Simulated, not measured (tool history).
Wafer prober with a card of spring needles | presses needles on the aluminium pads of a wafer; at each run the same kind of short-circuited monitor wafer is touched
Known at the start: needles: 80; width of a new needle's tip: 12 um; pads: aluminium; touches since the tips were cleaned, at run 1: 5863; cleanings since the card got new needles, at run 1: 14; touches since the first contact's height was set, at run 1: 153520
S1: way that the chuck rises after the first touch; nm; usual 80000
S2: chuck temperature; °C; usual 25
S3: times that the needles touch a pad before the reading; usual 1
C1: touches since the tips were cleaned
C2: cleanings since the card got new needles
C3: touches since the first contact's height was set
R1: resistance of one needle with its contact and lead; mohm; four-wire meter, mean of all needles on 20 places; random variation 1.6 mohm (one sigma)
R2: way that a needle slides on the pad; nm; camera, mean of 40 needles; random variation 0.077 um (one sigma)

{"run": 1, "hour": 0.0, "S1": 80000, "S2": 25, "S3": 1, "C1": 5863, "C2": 14, "C3": 153520, "R1": 207, "R2": 21030}
{"hour": 5.6, "done": "tips cleaned on abrasive film"}
{"run": 2, "hour": 12.2, "S1": 80000, "S2": 25, "S3": 1, "C1": 3788, "C2": 15, "C3": 160416, "R1": 196, "R2": 21030}
{"hour": 22.8, "done": "tips cleaned on abrasive film"}
{"run": 3, "hour": 28.3, "S1": 97000, "S2": 25, "S3": 1, "C1": 3141, "C2": 16, "C3": 169504, "R1": 185, "R2": 25420}
{"hour": 39.7, "done": "tips cleaned on abrasive film"}
{"run": 4, "hour": 41.2, "S1": 80000, "S2": 25, "S3": 1, "C1": 900, "C2": 17, "C3": 176828, "R1": 176, "R2": 20760}
{"run": 5, "hour": 53.9, "S1": 80000, "S2": 25, "S3": 1, "C1": 8080, "C2": 17, "C3": 184008, "R1": 214, "R2": 20900}
{"hour": 56.4, "done": "tips cleaned on abrasive film"}
{"hour": 73.0, "done": "tips cleaned on abrasive film"}
{"run": 6, "hour": 76.2, "S1": 80000, "S2": 85, "S3": 1, "C1": 1807, "C2": 19, "C3": 196624, "R1": 191, "R2": 20890}
{"hour": 90.4, "done": "tips cleaned on abrasive film"}
{"run": 7, "hour": 90.4, "S1": 80000, "S2": 25, "S3": 1, "C1": 0, "C2": 20, "C3": 204628, "R1": 166, "R2": 20840}
{"run": 8, "hour": 100.7, "S1": 80000, "S2": 25, "S3": 1, "C1": 5856, "C2": 20, "C3": 210484, "R1": 203, "R2": 20710}
{"hour": 106.6, "done": "tips cleaned on abrasive film"}
{"run": 9, "hour": 119.3, "S1": 80000, "S2": 25, "S3": 1, "C1": 7201, "C2": 21, "C3": 221020, "R1": 210, "R2": 20750}
{"hour": 121.1, "done": "height of the first contact set anew"}
{"hour": 123.3, "done": "tips cleaned on abrasive film"}
{"hour": 139.1, "done": "tips cleaned on abrasive film"}
{"run": 10, "hour": 141.3, "S1": 80000, "S2": 25, "S3": 1, "C1": 1226, "C2": 23, "C3": 11369, "R1": 185, "R2": 20370}
{"run": 11, "hour": 151.7, "S1": 98000, "S2": 25, "S3": 2, "C1": 7131, "C2": 23, "C3": 17274, "R1": 182, "R2": 25110}
{"hour": 156.2, "done": "tips cleaned on abrasive film"}
{"run": 12, "hour": 167.9, "S1": 98000, "S2": 25, "S3": 2, "C1": 6638, "C2": 24, "C3": 26452, "R1": 184, "R2": 25280}
{"hour": 172.6, "done": "tips cleaned on abrasive film"}
{"hour": 189.1, "done": "tips cleaned on abrasive film"}
{"run": 13, "hour": 189.9, "S1": 80000, "S2": 52, "S3": 1, "C1": 422, "C2": 26, "C3": 38856, "R1": 176, "R2": 20330}
{"run": 14, "hour": 201.9, "S1": 99000, "S2": 89, "S3": 2, "C1": 7254, "C2": 26, "C3": 45688, "R1": 197, "R2": 25370}
{"hour": 206.5, "done": "height of the first contact set anew, once more"}
{"hour": 206.6, "done": "tips cleaned on abrasive film"}
{"hour": 223.1, "done": "tips cleaned on abrasive film"}
{"run": 15, "hour": 223.1, "S1": 99000, "S2": 89, "S3": 2, "C1": 0, "C2": 28, "C3": 9305, "R1": 171, "R2": 26320}
{"run": 16, "hour": 235.2, "S1": 99000, "S2": 89, "S3": 2, "C1": 6885, "C2": 28, "C3": 16190, "R1": 187, "R2": 26300}
{"hour": 240.0, "done": "tips cleaned on abrasive film"}
{"run": 17, "hour": 250.4, "S1": 99000, "S2": 89, "S3": 2, "C1": 5954, "C2": 29, "C3": 24833, "R1": 188, "R2": 26360}
{"hour": 256.6, "done": "tips cleaned on abrasive film"}
{"run": 18, "hour": 272.0, "S1": 99000, "S2": 89, "S3": 2, "C1": 8795, "C2": 30, "C3": 37070, "R1": 195, "R2": 26360}

The next listed run, before its measurement:
{"hour": 274.3, "done": "tips cleaned on abrasive film"}
{"run": 19, "hour": 282.1, "S1": 99000, "S2": 89, "S3": 2, "C1": 4486, "C2": 31, "C3": 42761, "R1": "?", "R2": "?"}

Run 19 gave R1 186 mohm, R2 26200 nm.
Without the tool's hidden state the same run would have given R1 171 mohm, R2 26330 nm.
